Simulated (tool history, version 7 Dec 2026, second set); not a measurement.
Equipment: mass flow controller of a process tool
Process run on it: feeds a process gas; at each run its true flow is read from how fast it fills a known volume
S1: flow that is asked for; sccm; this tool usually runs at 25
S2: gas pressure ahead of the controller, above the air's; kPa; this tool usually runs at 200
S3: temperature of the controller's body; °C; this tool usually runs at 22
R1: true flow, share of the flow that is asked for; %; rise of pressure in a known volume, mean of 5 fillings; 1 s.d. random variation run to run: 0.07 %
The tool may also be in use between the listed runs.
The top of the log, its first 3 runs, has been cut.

| run | hour | S1 | S2 | S3 | R1 |
|---|---|---|---|---|---|
| 4 | 232.4 | 25 | 188 | 22 | 98.89 |
| 5 | 323.8 | 25 | 188 | 22 | 98.83 |
| 6 | 410.7 | 25 | 188 | 22 | 98.73 |
| 7 | 506.5 | 25 | 188 | 22 | 98.86 |
| 8 | 587.6 | 10 | 200 | 22 | 97.95 |
| 9 | 673.2 | 10 | 200 | 22 | 97.94 |
| 10 | 762.6 | 10 | 200 | 22 | 98.05 |
| 11 | 824.8 | 10 | 200 | 22 | 97.92 |
| 12 | 889.2 | 25 | 196 | 22 | 98.94 |
| 13 | 944.2 | 25 | 196 | 22 | 98.81 |
| 14 | 1027.4 | 25 | 196 | 22 | 98.78 |
| 15 | 1116.5 | 25 | 196 | 22 | 98.83 |
| 16 | 1164.2 | 25 | 196 | 22 | 98.81 |
| 17 | 1243.6 | 25 | 196 | 22 | 98.82 |
| 18 | 1337.0 | 25 | 196 | 22 | 98.81 |
| 19 | 1387.8 | 25 | 196 | 22 | 98.85 |
| 20 | 1443.9 | 25 | 200 | 22 | 98.80 |
| 21 | 1534.4 | 25 | 200 | 22 | 98.85 |
| 22 | 1611.2 | 25 | 200 | 38 | 97.46 |
| 23 | 1662.5 | 25 | 200 | 38 | 97.62 |
| 24 | 1736.4 | 25 | 200 | 38 | 97.52 |
| 25 | 1834.0 | 33 | 201 | 25 | 99.02 |

Run 26, settings as shown, results not yet in. Your forecast:
| 26 | 1914.6 | 33 | 201 | 25 | ? |

{"run 26": {"R1": 98.94}}
Had the tool carried no hidden state, the very same run would have given R1 98.94 %.

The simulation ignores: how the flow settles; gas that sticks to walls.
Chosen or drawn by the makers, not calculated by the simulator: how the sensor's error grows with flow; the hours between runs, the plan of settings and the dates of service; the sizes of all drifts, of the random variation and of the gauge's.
